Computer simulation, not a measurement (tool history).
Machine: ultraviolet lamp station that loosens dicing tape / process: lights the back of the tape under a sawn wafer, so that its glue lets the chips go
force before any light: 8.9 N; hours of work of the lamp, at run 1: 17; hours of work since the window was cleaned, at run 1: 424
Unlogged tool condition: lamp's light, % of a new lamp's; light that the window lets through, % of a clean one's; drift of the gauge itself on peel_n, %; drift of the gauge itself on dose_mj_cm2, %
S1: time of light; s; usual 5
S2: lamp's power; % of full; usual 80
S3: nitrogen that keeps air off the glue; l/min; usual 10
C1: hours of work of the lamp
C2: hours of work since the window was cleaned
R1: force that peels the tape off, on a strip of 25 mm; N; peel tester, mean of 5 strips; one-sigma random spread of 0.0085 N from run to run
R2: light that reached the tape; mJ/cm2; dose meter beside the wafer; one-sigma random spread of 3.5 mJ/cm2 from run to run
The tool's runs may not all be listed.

run    hour  S1  S2  S3   C1   C2     R1   R2
  1     0.0   5  80  10   17  424  0.416  548
  2    31.4   5  71  10   39  446  0.573  478
  3    54.3   3  80  10   55  462  1.423  324
  4    91.3   3  80  10   81  488  1.410  319
  5   128.4   3  80  10  107  514  1.454  317
  6   146.5   3  80  10  119  527  1.448  316
  7   179.6   5  76  10  142  550  0.537  481
  8   196.2   5  76  10  154  561  0.549  484
  9   223.4   5  80  10  173  580  0.501  508
 10   248.0   5  80  10  190  598  0.501  501
      259.8  -- window cleaned of glue's vapour
 11   270.6   5  80  10  206    8  0.452  528
 12   292.3   5  80  10  221   23  0.445  518
 13   322.6   5  80  10  242   44  0.494  518
 14   347.5   5  80  13  260   61  0.455  509
 15   376.6   5  80  13  280   82  0.433  500
 16   396.8   5  80  10  294   96  0.527  502
 17   424.0   5  80  10  313  115  0.548  492
 18   451.0   5  80  10  332  134  0.551  480
 19   487.0   5  75  10  357  159  0.667  450
 20   505.4   5  80  10  370  172  0.594  474
 21   523.9   5  80  10  383  185  0.580  469
 22   546.8   5  64  10  399  201  1.033  373
 23   576.2   4  86   6  420  222  1.168  396
 24   602.5   4  86   6  438  240  1.164  391
 25   621.4  10  86  13  451  253  0.097  970
 26   637.3  10  86  13  463  264  0.097  971
 27   654.2  10  86  13  474  276  0.088  953
 28   673.5   5  64  10  488  290  1.123  351
 29   694.4   6  60   4  503  304  1.437  398
 30   730.7   7  80  10  528  330  0.309  602
 31   758.5   7  80  14  547  349  0.273  593
 32   792.1   7  76   7  571  373  0.477  555
 33   815.8   7  76   7  588  389  0.517  543
 34   853.1   7  76   7  614  416  0.515  534
 35   885.5   5  89   8  636  438  0.791  440
 36   921.9   6  99   4  662  464  0.616  578
 37   957.9   9  72  15  687  489  0.238  613
 38   983.2   9  99   5  705  507  0.193  847
 39  1012.5   3  91   3  725  527  2.936  250
 40  1029.8   6  86  20  737  539  0.429  476
 41  1058.6   6  62  20  758  559  0.974  339
 42  1080.9   6  62  20  773  575  0.995  333

3 ways to go on from here, each from the tool as it stands after run 42. What would each give?
  A  1112.0   5  90  17  795  597   ?   ?
  B  1112.0   3  72  13  795  597   ?   ?
  C  1112.0   3  80   6  795  597   ?   ?

run     R1   R2
  A  0.748  399
  B  2.695  189
  C  3.035  205
Without the tool's hidden state the same runs would have given:
run     R1   R2
  A  0.184  659
  B  1.267  314
  C  1.484  344
